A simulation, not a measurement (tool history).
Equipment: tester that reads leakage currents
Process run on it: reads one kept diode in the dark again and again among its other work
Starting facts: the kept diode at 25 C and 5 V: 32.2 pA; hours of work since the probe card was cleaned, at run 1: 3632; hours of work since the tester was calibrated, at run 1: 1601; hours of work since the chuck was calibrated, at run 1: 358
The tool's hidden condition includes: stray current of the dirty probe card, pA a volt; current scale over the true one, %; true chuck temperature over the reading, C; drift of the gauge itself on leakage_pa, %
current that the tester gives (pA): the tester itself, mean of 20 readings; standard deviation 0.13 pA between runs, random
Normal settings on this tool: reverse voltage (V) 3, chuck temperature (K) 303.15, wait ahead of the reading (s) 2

| run | hour | reverse voltage (V) | chuck temperature (K) | wait ahead of the reading (s) | hours of work since the probe card was cleaned | hours of work since the tester was calibrated | hours of work since the chuck was calibrated | current that the tester gives (pA) |
|---|---|---|---|---|---|---|---|---|
| 1 | 0 | 3 | 303.15 | 2 | 3632 | 1601 | 358 | 39 |
| 2 | 112.4 | 3 | 303.15 | 2 | 3679 | 1648 | 405 | 38.91 |
| 3 | 193.5 | 3 | 303.15 | 2 | 3713 | 1682 | 439 | 38.88 |
| 4 | 308.4 | 3 | 303.15 | 2 | 3761 | 1731 | 488 | 38.96 |
| 5 | 369.9 | 3 | 303.15 | 2 | 3787 | 1757 | 514 | 38.97 |
| 6 | 454.8 | 3 | 300.15 | 2 | 3823 | 1792 | 549 | 29.39 |
| 7 | 569.4 | 3 | 300.15 | 2 | 3871 | 1840 | 597 | 29.51 |
| 8 | 662.4 | 3 | 303.15 | 2 | 3910 | 1879 | 636 | 38.91 |
| 9 | 789 | 3 | 303.15 | 2 | 3963 | 1933 | 690 | 39.02 |
|  | 797.4 | probe card cleaned and baked |
| 10 | 889.5 | 3 | 295.15 | 2 | 39 | 1973 | 730 | 18.32 |
| 11 | 966.8 | 3 | 303.15 | 3.56 | 71 | 2006 | 763 | 38.37 |
| 12 | 1078.2 | 3 | 305.15 | 2 | 118 | 2053 | 810 | 46.55 |
| 13 | 1205.9 | 3 | 305.15 | 2 | 172 | 2106 | 863 | 46.4 |
| 14 | 1295.3 | 3 | 305.15 | 2 | 209 | 2144 | 901 | 46.57 |
| 15 | 1421.1 | 3 | 305.15 | 2 | 262 | 2197 | 954 | 46.47 |
| 16 | 1486.8 | 3 | 303.15 | 2 | 290 | 2224 | 981 | 38.95 |
| 17 | 1572.8 | 3 | 303.15 | 2 | 326 | 2260 | 1017 | 38.76 |
| 18 | 1692.6 | 3 | 305.15 | 2 | 376 | 2311 | 1068 | 46.9 |
| 19 | 1807.8 | 3 | 305.15 | 2 | 424 | 2359 | 1116 | 46.43 |
| 20 | 1865.2 | 3 | 305.15 | 2 | 448 | 2383 | 1140 | 46.43 |
| 21 | 1938.8 | 3 | 305.15 | 2 | 479 | 2414 | 1171 | 46.61 |
| 22 | 2021.8 | 7.64 | 310.15 | 2.9 | 514 | 2449 | 1206 | 124.43 |
| 23 | 2074.3 | 7.64 | 310.15 | 2.9 | 536 | 2471 | 1228 | 125.07 |
| 24 | 2167.8 | 7.64 | 310.15 | 2.9 | 576 | 2510 | 1267 | 124.95 |
| 25 | 2230.6 | 7.64 | 310.15 | 2.9 | 602 | 2537 | 1294 | 124.89 |
| 26 | 2353.8 | 7.64 | 310.15 | 2.9 | 654 | 2588 | 1345 | 124.69 |
| 27 | 2423.1 | 5.58 | 327.15 | 3.32 | 683 | 2617 | 1375 | 429.45 |
| 28 | 2475.7 | 3 | 318.15 | 6.04 | 705 | 2640 | 1397 | 144.8 |
|  | 2541.1 | chuck's temperature calibrated |
| 29 | 2563.3 | 3 | 318.15 | 6.04 | 741 | 2676 | 9 | 144.3 |
| 30 | 2615.2 | 1.27 | 305.15 | 7.43 | 763 | 2697 | 31 | 28.15 |
| 31 | 2679.1 | 3 | 294.15 | 9.93 | 789 | 2724 | 58 | 16.54 |
| 32 | 2761.4 | 14.66 | 313.15 | 1.48 | 824 | 2759 | 93 | 238.74 |
| 33 | 2831.3 | 14.66 | 313.15 | 1.48 | 853 | 2788 | 122 | 237.9 |
| 34 | 2886.5 | 8.32 | 330.15 | 2.59 | 876 | 2811 | 145 | 689.27 |
| 35 | 3009 | 8.32 | 309.15 | 8.23 | 928 | 2863 | 197 | 119.88 |
| 36 | 3096.4 | 8.32 | 307.15 | 8.23 | 965 | 2899 | 233 | 100.2 |
| 37 | 3205.2 | 8.32 | 307.15 | 8.23 | 1010 | 2945 | 279 | 99.9 |
| 38 | 3331.4 | 8.32 | 299.15 | 1.69 | 1063 | 2998 | 332 | 49.04 |
| 39 | 3451.5 | 4.8 | 328.15 | 3.99 | 1114 | 3049 | 382 | 427.53 |
| 40 | 3519.2 | 1.06 | 311.15 | 2.37 | 1142 | 3077 | 411 | 43.68 |

Here are 4 independent what-if runs from the current tool condition. What would each one return?
| A | 3612.4 | 1.06 | 311.15 | 8.5 | 1181 | 3116 | 450 | ? |
| B | 3612.4 | 1.06 | 315.15 | 2.37 | 1181 | 3116 | 450 | ? |
| C | 3612.4 | 2.97 | 303.15 | 0.34 | 1181 | 3116 | 450 | ? |
| D | 3612.4 | 1.12 | 311.15 | 2.37 | 1181 | 3116 | 450 | ? |

| run | current that the tester gives (pA) |
|---|---|
| A | 43.28 |
| B | 61.57 |
| C | 40.69 |
| D | 45 |
What these runs would have given with no unlogged condition in the tool:
| run | current that the tester gives (pA) |
|---|---|
| A | 43.3 |
| B | 61.6 |
| C | 40.7 |
| D | 45.02 |

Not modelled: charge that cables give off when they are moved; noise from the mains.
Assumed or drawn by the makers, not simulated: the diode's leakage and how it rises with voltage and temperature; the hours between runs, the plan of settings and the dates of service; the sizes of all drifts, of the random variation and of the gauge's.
